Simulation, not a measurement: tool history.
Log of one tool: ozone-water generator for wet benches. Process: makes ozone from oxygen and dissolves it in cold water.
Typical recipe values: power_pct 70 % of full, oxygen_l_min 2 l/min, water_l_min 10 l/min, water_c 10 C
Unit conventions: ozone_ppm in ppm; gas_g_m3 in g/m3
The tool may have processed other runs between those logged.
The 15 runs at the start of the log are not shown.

run     day  power_pct  oxygen_l_min  water_l_min  water_c  hours of work since the electrodes were changed  hours of work since the contactor was cleaned  hours of work since the thermometer was calibrated  ozone_ppm  gas_g_m3
 16  41.788         70             2           10       13                                             3442                                           1401                                                4884       11.8     135.9
 17  43.342         70             2           10       13                                             3476                                           1435                                                4919       11.5     134.2
 18  45.796         59          2.31           10       16                                             3531                                           1490                                                4973       10.5     117.3
 19  48.404         56          1.07            6        9                                             3589                                           1548                                                5032       14.5     155.6
 20  50.492         70          2.06           10        8                                             3635                                           1595                                                5078       12.3     132.6
 21  52.758         54          2.06           10        8                                             3686                                           1645                                                5129       10.6     115.5
 22  54.375         54          2.06           10        8                                             3722                                           1681                                                5165       10.8     116.4
 23  56.358         96          2.24            9       10                                             3766                                           1725                                                5209       15.8     148.9

For run 24, what comes out?
 24  59.058         96          2.24            9       10                                             3826                                           1785                                                5269          ?         ?

{"run 24": {"ozone_ppm": 15.9, "gas_g_m3": 149.4}}
The same run, on a tool lacking any hidden state, would have yielded ozone_ppm 17.8 ppm, gas_g_m3 165.1 g/m3.
